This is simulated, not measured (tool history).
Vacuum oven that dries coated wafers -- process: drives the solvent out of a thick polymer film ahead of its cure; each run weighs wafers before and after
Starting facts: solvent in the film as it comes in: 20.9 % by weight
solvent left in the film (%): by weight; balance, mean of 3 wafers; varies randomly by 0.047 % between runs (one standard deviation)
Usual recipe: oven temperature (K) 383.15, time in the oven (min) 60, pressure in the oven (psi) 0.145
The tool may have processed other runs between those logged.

run     day  oven temperature (K)  time in the oven (min)  pressure in the oven (psi)  solvent left in the film (%)
  1   0.000                383.15                      60                       0.145                          1.68
  2   3.217                383.15                      60                       0.145                          1.65
  3   5.371                390.15                      60                       0.145                          0.82
  4   9.696                375.15                      60                       0.145                          3.84
  5  12.917                375.15                      60                       0.145                          3.81
  6  14.788                375.15                      60                       0.145                          3.84
  7  17.662                375.15                      60                       0.145                          3.82
  8  19.621                375.15                      60                       0.145                          3.85
  9  23.729                375.15                      60                       0.145                          3.88
 10  27.279                391.15                      60                       0.145                          0.79
 11  30.583                391.15                      60                       0.145                          0.69
     31.025  -- vacuum gauge cleaned of residue and calibrated
 12  33.092                391.15                      60                       0.145                          0.88
     33.604  -- oven's thermocouples calibrated
 13  36.350                383.15                      60                       0.241                          1.96
     38.912  -- vacuum gauge cleaned of residue and calibrated, once more
 14  38.912                383.15                      60                       0.241                          1.97

Run 15 is up next; what results do you expect?
 15  43.462                395.15                      79                       0.339                             ?

{"run 15": {"solvent left in the film (%)": 0.88}}
Without the tool's hidden state the same run would have given solvent left in the film (%) 0.86.

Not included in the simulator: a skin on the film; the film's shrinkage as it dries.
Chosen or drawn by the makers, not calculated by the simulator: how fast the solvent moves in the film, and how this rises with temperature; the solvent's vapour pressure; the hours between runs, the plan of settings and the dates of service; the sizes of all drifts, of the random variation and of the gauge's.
